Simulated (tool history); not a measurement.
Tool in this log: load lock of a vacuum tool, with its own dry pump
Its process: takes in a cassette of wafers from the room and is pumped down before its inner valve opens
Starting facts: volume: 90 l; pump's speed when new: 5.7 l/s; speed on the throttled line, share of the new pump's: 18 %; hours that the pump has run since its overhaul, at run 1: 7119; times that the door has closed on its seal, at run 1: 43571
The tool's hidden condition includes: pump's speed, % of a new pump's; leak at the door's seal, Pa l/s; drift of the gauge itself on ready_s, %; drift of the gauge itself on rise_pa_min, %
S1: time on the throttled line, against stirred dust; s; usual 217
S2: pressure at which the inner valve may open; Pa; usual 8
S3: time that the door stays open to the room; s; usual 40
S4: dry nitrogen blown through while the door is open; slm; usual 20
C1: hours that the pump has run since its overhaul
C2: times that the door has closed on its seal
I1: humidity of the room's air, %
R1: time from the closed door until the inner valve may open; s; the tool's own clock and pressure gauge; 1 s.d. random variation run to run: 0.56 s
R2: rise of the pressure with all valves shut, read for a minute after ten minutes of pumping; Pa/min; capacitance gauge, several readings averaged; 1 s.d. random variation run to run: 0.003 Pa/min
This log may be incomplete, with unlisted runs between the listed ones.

run 1 hour=0 | S1=217 S2=8 S3=40 S4=20 | C1=7119 C2=43571 | I1=48.4 | R1=329.5 R2=0.028
run 2 hour=114.6 | S1=217 S2=8 S3=40 S4=20 | C1=7234 C2=44089 | I1=45.7 | R1=329.1 R2=0.026
run 3 hour=273.3 | S1=217 S2=8 S3=40 S4=20 | C1=7393 C2=44806 | I1=47.4 | R1=328.5 R2=0.029
run 4 hour=436.4 | S1=217 S2=8 S3=40 S4=20 | C1=7556 C2=45542 | I1=47.9 | R1=328.6 R2=0.03
run 5 hour=556.2 | S1=217 S2=8 S3=40 S4=20 | C1=7676 C2=46084 | I1=47.8 | R1=329.7 R2=0.03
run 6 hour=743.1 | S1=217 S2=8 S3=40 S4=20 | C1=7862 C2=46927 | I1=44.8 | R1=328.9 R2=0.028
run 7 hour=935.1 | S1=217 S2=8 S3=40 S4=20 | C1=8054 C2=47795 | I1=44.8 | R1=329.5 R2=0.026
run 8 hour=1141.7 | S1=217 S2=8 S3=40 S4=20 | C1=8261 C2=48728 | I1=46 | R1=329.4 R2=0.027
run 9 hour=1246.2 | S1=217 S2=8 S3=40 S4=20 | C1=8366 C2=49200 | I1=46.2 | R1=328.9 R2=0.027
run 10 hour=1396.2 | S1=217 S2=8 S3=40 S4=20 | C1=8516 C2=49877 | I1=43.6 | R1=328.7 R2=0.027
run 11 hour=1595.4 | S1=217 S2=13 S3=40 S4=20 | C1=8715 C2=50777 | I1=45.4 | R1=320.4 R2=0.026
run 12 hour=1734.3 | S1=217 S2=13 S3=40 S4=20 | C1=8854 C2=51404 | I1=47.5 | R1=321 R2=0.029
run 13 hour=1824.7 | S1=217 S2=13 S3=40 S4=20 | C1=8944 C2=51812 | I1=46.6 | R1=321.8 R2=0.026
run 14 hour=1976.6 | S1=116 S2=13 S3=40 S4=20 | C1=9096 C2=52498 | I1=48.1 | R1=238.4 R2=0.029
run 15 hour=2142.2 | S1=217 S2=8 S3=40 S4=20 | C1=9262 C2=53246 | I1=44.8 | R1=329.2 R2=0.032
run 16 hour=2269.6 | S1=217 S2=8 S3=40 S4=20 | C1=9389 C2=53822 | I1=47.1 | R1=328.7 R2=0.025
run 17 hour=2441.4 | S1=304 S2=8 S3=40 S4=9 | C1=9561 C2=54598 | I1=46.5 | R1=400.3 R2=0.039
run 18 hour=2608.6 | S1=217 S2=10 S3=190 S4=11 | C1=9728 C2=55353 | I1=47.1 | R1=323.9 R2=0.058
run 19 hour=2807.8 | S1=217 S2=14 S3=27 S4=9 | C1=9927 C2=56253 | I1=42.5 | R1=319.5 R2=0.036
run 20 hour=2942.8 | S1=217 S2=14 S3=27 S4=9 | C1=10062 C2=56862 | I1=45.7 | R1=318.8 R2=0.031
run 21 hour=3037.6 | S1=217 S2=14 S3=27 S4=36 | C1=10157 C2=57291 | I1=41.7 | R1=319.1 R2=0.02
run 22 hour=3193.2 | S1=217 S2=14 S3=27 S4=36 | C1=10313 C2=57993 | I1=41.6 | R1=320 R2=0.018
run 23 hour=3291.6 | S1=217 S2=14 S3=27 S4=36 | C1=10411 C2=58438 | I1=46.3 | R1=318.6 R2=0.022
run 24 hour=3406.3 | S1=144 S2=8 S3=40 S4=20 | C1=10526 C2=58956 | I1=44.9 | R1=269.6 R2=0.027
run 25 hour=3577.8 | S1=209 S2=8 S3=109 S4=20 | C1=10697 C2=59730 | I1=46.6 | R1=322.4 R2=0.034
run 26 hour=3733.6 | S1=209 S2=8 S3=46 S4=5 | C1=10853 C2=60434 | I1=43.4 | R1=321.9 R2=0.048

Run 27, settings as shown, results not yet in. Your forecast:
run 27 hour=3916.5 | S1=114 S2=8 S3=46 S4=4 | C1=11036 C2=61260 | I1=44.3 | R1=? R2=?

Run 27 produced R1 244.9 s, R2 0.047 Pa/min.
Without the tool's hidden state the same run would have given R1 244.9 s, R2 0.046 Pa/min.
